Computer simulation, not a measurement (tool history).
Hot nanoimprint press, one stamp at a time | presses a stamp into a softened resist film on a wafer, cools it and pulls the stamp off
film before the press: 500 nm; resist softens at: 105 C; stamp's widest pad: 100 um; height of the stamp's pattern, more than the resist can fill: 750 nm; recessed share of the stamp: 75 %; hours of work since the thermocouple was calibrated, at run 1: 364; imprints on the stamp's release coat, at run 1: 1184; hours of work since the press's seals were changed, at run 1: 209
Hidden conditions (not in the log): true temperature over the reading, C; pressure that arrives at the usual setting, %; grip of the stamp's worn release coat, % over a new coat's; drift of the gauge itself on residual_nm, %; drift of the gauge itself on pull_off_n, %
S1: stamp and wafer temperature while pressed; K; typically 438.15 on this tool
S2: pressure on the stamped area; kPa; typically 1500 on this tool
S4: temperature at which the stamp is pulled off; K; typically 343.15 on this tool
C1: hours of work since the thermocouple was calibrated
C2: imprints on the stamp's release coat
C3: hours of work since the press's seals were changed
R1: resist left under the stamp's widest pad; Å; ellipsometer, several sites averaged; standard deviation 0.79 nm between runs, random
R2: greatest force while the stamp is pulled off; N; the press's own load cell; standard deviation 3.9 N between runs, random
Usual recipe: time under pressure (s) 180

Run 1, hour 0.0: usual settings; C1 364; C2 1184; C3 209. Result: R1 2577 Å, R2 242 N.
Run 2, hour 9.1: usual settings but S1 434.15 K; C1 369; C2 1212; C3 214. Result: R1 3189 Å, R2 241 N.
Run 3, hour 17.1: usual settings but S1 434.15 K; C1 373; C2 1236; C3 219. Result: R1 3155 Å, R2 243 N.
Run 4, hour 27.1: usual settings but S1 434.15 K; C1 379; C2 1267; C3 224. Result: R1 3164 Å, R2 255 N.
Run 5, hour 39.7: usual settings but time under pressure (s) 255; C1 386; C2 1305; C3 232. Result: R1 2267 Å, R2 245 N.
Run 6, hour 44.8: usual settings but time under pressure (s) 255, S4 346.15 K; C1 389; C2 1320; C3 235. Result: R1 2261 Å, R2 250 N.
Run 7, hour 53.8: usual settings; C1 394; C2 1348; C3 240. Result: R1 2553 Å, R2 246 N.
Run 8, hour 66.6: usual settings; C1 401; C2 1387; C3 247. Result: R1 2557 Å, R2 249 N.
Run 9, hour 76.4: usual settings; C1 407; C2 1416; C3 252. Result: R1 2541 Å, R2 253 N.
Run 10, hour 87.8: usual settings but S2 1630 kPa; C1 414; C2 1451; C3 259. Result: R1 2456 Å, R2 263 N.
At hour 92.6: plate thermocouple calibrated.
Run 11, hour 103.1: usual settings but S2 1630 kPa; C1 6; C2 1488; C3 266. Result: R1 2681 Å, R2 264 N.
Run 12, hour 110.9: usual settings but S2 1630 kPa; C1 10; C2 1512; C3 270. Result: R1 2682 Å, R2 272 N.
Run 13, hour 121.6: usual settings but S2 1970 kPa; C1 16; C2 1545; C3 276. Result: R1 2487 Å, R2 269 N.
Run 14, hour 126.9: usual settings but S2 1970 kPa; C1 20; C2 1561; C3 279. Result: R1 2476 Å, R2 271 N.
Run 15, hour 133.2: usual settings but S2 1970 kPa; C1 23; C2 1580; C3 283. Result: R1 2474 Å, R2 275 N.
Run 16, hour 142.9: usual settings but S2 1970 kPa; C1 29; C2 1610; C3 289. Result: R1 2471 Å, R2 266 N.
Run 17, hour 153.4: usual settings but S2 1970 kPa, time under pressure (s) 96, S4 342.15 K; C1 35; C2 1642; C3 295. Result: R1 3035 Å, R2 281 N.
Run 18, hour 163.9: usual settings but S1 445.15 K, S2 1650 kPa, time under pressure (s) 194; C1 41; C2 1674; C3 300. Result: R1 1718 Å, R2 280 N.
Run 19, hour 172.1: usual settings but S1 445.15 K, S2 1650 kPa, time under pressure (s) 194; C1 45; C2 1698; C3 305. Result: R1 1724 Å, R2 271 N.
Run 20, hour 178.2: usual settings but S2 1330 kPa, time under pressure (s) 280; C1 49; C2 1717; C3 309. Result: R1 2501 Å, R2 279 N.
Run 21, hour 185.9: usual settings but S2 1330 kPa, time under pressure (s) 280; C1 53; C2 1740; C3 313. Result: R1 2490 Å, R2 289 N.
Run 22, hour 193.2: usual settings but time under pressure (s) 130, S4 349.15 K; C1 57; C2 1763; C3 317. Result: R1 3054 Å, R2 245 N.
Run 23, hour 203.8: usual settings but time under pressure (s) 130, S4 349.15 K; C1 63; C2 1795; C3 323. Result: R1 3060 Å, R2 251 N.
Run 24, hour 212.4: usual settings but S1 440.15 K, S2 1100 kPa, time under pressure (s) 130, S4 349.15 K; C1 68; C2 1821; C3 328. Result: R1 3084 Å, R2 267 N.
Run 25, hour 222.7: usual settings but S1 440.15 K, S2 1100 kPa, time under pressure (s) 130, S4 349.15 K; C1 74; C2 1852; C3 334. Result: R1 3091 Å, R2 273 N.
Run 26, hour 231.0: usual settings but S1 440.15 K, S2 1100 kPa, time under pressure (s) 130, S4 349.15 K; C1 79; C2 1877; C3 339. Result: R1 3089 Å, R2 245 N.
Run 27, hour 239.4: usual settings but S2 1300 kPa, S4 338.15 K; C1 83; C2 1903; C3 343. Result: R1 2897 Å, R2 316 N.
Run 28, hour 250.4: usual settings but time under pressure (s) 144; C1 90; C2 1937; C3 350. Result: R1 2946 Å, R2 304 N.
Run 29, hour 258.6: usual settings but S1 444.15 K, S2 2040 kPa, time under pressure (s) 144; C1 94; C2 1961; C3 354. Result: R1 1850 Å, R2 287 N.

Branching from run 29: 5 alternative next runs. What would each branch give?
Run A, hour 269.4: usual settings but S1 428.15 K, S2 1720 kPa; C1 100; C2 1994; C3 360. Result: R1 ?, R2 ?.
Run B, hour 269.4: usual settings but S1 447.15 K, S2 1050 kPa, time under pressure (s) 144, S4 330.15 K; C1 100; C2 1994; C3 360. Result: R1 ?, R2 ?.
Run C, hour 269.4: usual settings but time under pressure (s) 306, S4 342.15 K; C1 100; C2 1994; C3 360. Result: R1 ?, R2 ?.
Run D, hour 269.4: usual settings but S1 444.15 K, S2 1600 kPa, time under pressure (s) 192; C1 100; C2 1994; C3 360. Result: R1 ?, R2 ?.
Run E, hour 269.4: usual settings but S1 448.15 K; C1 100; C2 1994; C3 360. Result: R1 ?, R2 ?.

run    R1   R2
  A  4077  299
  B  2125  348
  C  2259  296
  D  1849  295
  E  1535  299
Stripped of hidden state, with their random variation kept, the same runs would have yielded:
run    R1   R2
  A  4095  194
  B  2145  224
  C  2278  191
  D  1861  191
  E  1545  194

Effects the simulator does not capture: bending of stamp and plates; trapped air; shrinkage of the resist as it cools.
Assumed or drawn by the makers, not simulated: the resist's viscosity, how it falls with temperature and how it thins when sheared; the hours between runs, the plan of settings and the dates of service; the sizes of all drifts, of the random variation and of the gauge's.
